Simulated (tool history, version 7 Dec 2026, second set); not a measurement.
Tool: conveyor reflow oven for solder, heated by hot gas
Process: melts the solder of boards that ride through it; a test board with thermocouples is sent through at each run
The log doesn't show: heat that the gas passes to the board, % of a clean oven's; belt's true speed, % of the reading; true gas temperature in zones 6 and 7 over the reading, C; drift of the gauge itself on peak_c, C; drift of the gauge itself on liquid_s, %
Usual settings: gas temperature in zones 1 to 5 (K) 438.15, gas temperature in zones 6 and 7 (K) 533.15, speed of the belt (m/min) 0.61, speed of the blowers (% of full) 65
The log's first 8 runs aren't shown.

run   hour  gas temperature in zones 1 to 5 (K)  gas temperature in zones 6 and 7 (K)  speed of the belt (m/min)  speed of the blowers (% of full)  hours of work since the flux was cleaned out  hours of work since the belt drive was overhauled  hours of work since the thermocouples were changed  highest temperature of the board (K)  time above the solder's melting point (s)
  9  202.8                               445.15                                533.15                       0.61                                65                                            33                                                305                                                 594                                519.35                                       41.3
     223.5  -- flux residue cleaned out of gas plates and filters, once more
 10  231.9                               438.15                                533.15                      0.516                                65                                             5                                                319                                                 607                                524.65                                       52.8
 11  252.9                               438.15                                541.15                      0.516                                65                                            17                                                331                                                 619                                532.75                                       56.9
     275.3  -- thermocouples of zones 6 and 7 changed
 12    281                               438.15                                541.15                      0.516                                65                                            32                                                345                                                   3                                533.65                                       57.5
 13    303                               438.15                                533.15                      0.629                                65                                            44                                                358                                                  16                                521.45                                       39.9
 14  329.1                               438.15                                533.15                      0.629                                65                                            59                                                373                                                  31                                520.85                                       39.7
 15    354                               438.15                                533.15                      0.629                                65                                            73                                                387                                                  45                                520.95                                       39.9
 16  383.2                               438.15                                533.15                       0.61                                65                                            90                                                404                                                  61                                521.55                                       41.8
 17  420.6                               451.15                                534.15                       0.61                                80                                           111                                                425                                                  83                                526.75                                       48.9
 18  439.8                               449.15                                531.15                      0.623                                74                                           122                                                436                                                  94                                522.45                                       44.7
 19  461.4                               438.15                                533.15                       0.61                                58                                           134                                                448                                                 106                                519.95                                         40
 20  492.4                               438.15                                533.15                       0.61                                58                                           152                                                466                                                 123                                519.85                                       40.3
 21  509.7                               426.15                                528.15                      0.661                                62                                           162                                                476                                                 133                                512.15                                       28.7

The next listed run, before its measurement:
 22  540.7                               440.15                                533.15                      0.702                                65                                           179                                                493                                                 151                                     ?                                          ?

highest temperature of the board (K): 517.65
time above the solder's melting point (s): 33.5
Without the tool's hidden state the same run would have given highest temperature of the board (K) 518.25, time above the solder's melting point (s) 33.4.

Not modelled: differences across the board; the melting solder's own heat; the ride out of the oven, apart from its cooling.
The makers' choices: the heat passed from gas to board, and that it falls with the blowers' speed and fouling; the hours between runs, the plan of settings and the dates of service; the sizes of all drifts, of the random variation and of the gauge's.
